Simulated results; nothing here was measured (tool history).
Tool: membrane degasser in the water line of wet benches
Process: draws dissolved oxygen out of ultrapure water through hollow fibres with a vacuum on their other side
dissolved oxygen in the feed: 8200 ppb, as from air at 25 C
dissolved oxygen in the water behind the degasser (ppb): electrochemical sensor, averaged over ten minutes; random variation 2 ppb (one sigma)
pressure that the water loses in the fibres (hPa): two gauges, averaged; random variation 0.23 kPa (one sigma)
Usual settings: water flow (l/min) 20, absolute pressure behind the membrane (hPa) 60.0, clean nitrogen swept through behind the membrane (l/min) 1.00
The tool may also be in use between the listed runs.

run	day	water flow (l/min)	absolute pressure behind the membrane (hPa)	clean nitrogen swept through behind the membrane (l/min)	dissolved oxygen in the water behind the degasser (ppb)	pressure that the water loses in the fibres (hPa)
1	0.000	20	60.0	1.00	219.7	632.1
2	7.862	20	60.0	1.00	218.1	630.6
3	14.275	20	60.0	1.00	217.3	633.3
4	21.908	20	60.0	1.00	213.9	633.4
5	26.500	20	60.0	1.00	219.9	632.9
6	36.908	20	60.0	1.00	219.1	637.5
7	47.112	20	60.0	0.75	257.9	633.8
8	55.600	20	60.0	0.75	259.8	632.7
9	64.867	20	60.0	1.00	225.9	634.0
10	71.488	20	76.4	1.00	295.7	637.3
11	78.100	20	112.6	1.00	438.5	638.9
12	86.996	20	112.6	1.00	449.6	646.7
13	94.008	20	112.6	1.00	442.2	637.5
14	103.433	20	112.6	1.00	450.6	638.8
15	111.188	19	147.4	0.77	680.9	611.6
16	116.221	19	74.8	2.62	169.2	608.5
17	125.275	14	60.0	0.58	197.2	451.9
18	130.633	17	117.5	0.58	582.3	540.6
19	136.379	17	53.7	0.86	174.2	549.2
20	146.688	19	60.0	2.48	147.9	617.0
21	154.429	19	60.0	2.48	147.2	614.9
22	162.804	19	60.0	2.48	149.2	613.7
23	168.642	13	60.0	0.89	141.3	418.2
24	179.404	23	45.5	1.63	187.0	743.1
25	184.546	20	60.0	0.58	312.5	651.1
26	189.567	19	44.4	0.83	166.8	614.2
27	197.379	16	82.8	0.42	458.4	523.1
28	203.742	16	82.8	0.42	453.1	520.5

Forecast each of these 5 alternatives for the next run:
A	210.650	22	60.0	2.28	?	?
B	210.650	19	46.6	1.73	?	?
C	210.650	18	105.2	1.95	?	?
D	210.650	13	82.8	0.42	?	?
E	210.650	16	82.8	0.89	?	?

run	dissolved oxygen in the water behind the degasser (ppb)	pressure that the water loses in the fibres (hPa)
A	198.2	718.6
B	139.8	617.5
C	252.7	582.2
D	380.6	423.3
E	277.8	520.5
Without the tool's hidden state the same runs would have given:
run	dissolved oxygen in the water behind the degasser (ppb)	pressure that the water loses in the fibres (hPa)
A	151.3	658.2
B	101.4	565.4
C	214.5	533.1
D	348.2	387.6
E	242.0	476.7
